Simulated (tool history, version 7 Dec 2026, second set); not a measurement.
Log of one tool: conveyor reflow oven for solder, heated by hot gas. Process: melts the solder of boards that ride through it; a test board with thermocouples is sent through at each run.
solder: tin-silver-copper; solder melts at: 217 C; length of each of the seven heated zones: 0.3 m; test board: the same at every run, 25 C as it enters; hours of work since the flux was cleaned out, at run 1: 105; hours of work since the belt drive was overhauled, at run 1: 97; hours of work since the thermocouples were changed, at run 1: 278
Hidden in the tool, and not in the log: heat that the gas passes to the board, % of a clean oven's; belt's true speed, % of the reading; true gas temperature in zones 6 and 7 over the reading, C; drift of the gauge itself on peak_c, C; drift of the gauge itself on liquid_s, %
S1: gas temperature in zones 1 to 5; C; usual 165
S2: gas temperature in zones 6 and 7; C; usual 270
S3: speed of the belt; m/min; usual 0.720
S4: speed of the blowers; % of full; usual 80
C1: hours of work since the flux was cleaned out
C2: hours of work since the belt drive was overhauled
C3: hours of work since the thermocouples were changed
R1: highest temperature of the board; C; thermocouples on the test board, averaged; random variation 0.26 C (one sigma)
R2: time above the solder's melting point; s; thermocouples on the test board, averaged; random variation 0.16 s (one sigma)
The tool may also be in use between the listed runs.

run	hour	S1	S2	S3	S4	C1	C2	C3	R1	R2
1	0.0	165	270	0.720	80	105	97	278	249.4	33.8
2	5.2	165	270	0.644	80	109	101	282	253.9	40.6
3	16.9	165	270	0.644	80	118	111	291	253.3	40.5
4	26.0	165	270	0.644	80	125	118	298	253.3	40.5
5	36.9	165	270	0.644	80	134	126	307	253.1	40.4
6	47.8	165	270	0.644	80	142	135	315	253.1	40.2
7	53.9	165	270	0.644	80	147	139	320	253.3	40.3
8	65.1	165	270	0.720	80	155	148	329	249.5	33.5
9	74.0	165	270	0.720	80	162	155	336	249.4	33.7
10	84.1	165	270	0.720	80	170	163	343	249.5	33.8
11	95.4	165	270	0.720	61	179	171	352	245.3	30.4
12	103.9	165	270	0.720	61	186	178	359	244.6	30.3
13	111.4	156	270	0.720	80	191	184	365	247.3	30.5
14	121.8	156	270	0.720	80	199	192	373	247.1	30.4
# hour 127.4: flux residue cleaned out of gas plates and filters
15	133.1	156	270	0.720	80	4	197	378	246.8	29.9
16	139.7	156	281	0.602	80	10	202	383	262.7	46.1
17	148.5	164	270	0.720	63	16	209	389	244.3	29.5
18	154.4	164	270	0.768	60	21	213	394	240.7	25.1
# hour 164.3: flux residue cleaned out of gas plates and filters, once more
19	166.4	171	270	0.720	72	2	219	400	250.4	35.5
20	171.9	153	273	0.718	55	6	223	404	244.4	28.2
21	178.0	153	273	0.718	55	11	228	409	244.2	27.5
22	188.9	153	284	0.718	78	19	236	417	259.9	36.3
23	199.8	156	264	0.705	76	28	245	425	243.6	29.6
24	208.3	156	264	0.705	76	34	251	432	243.7	29.5
25	218.4	153	258	0.827	90	42	259	440	234.8	18.6
26	223.4	153	258	0.827	90	46	263	444	234.5	18.7
27	229.2	158	262	0.720	51	50	268	448	234.9	21.5
28	240.2	165	262	0.704	51	59	276	457	237.6	25.7

The next listed run, before its measurement:
29	247.6	170	262	0.704	66	65	282	463	?	?

R1: 242.5 C
R2: 31.4 s
Without the tool's hidden state the same run would have given R1 243.6 C, R2 32.0 s.
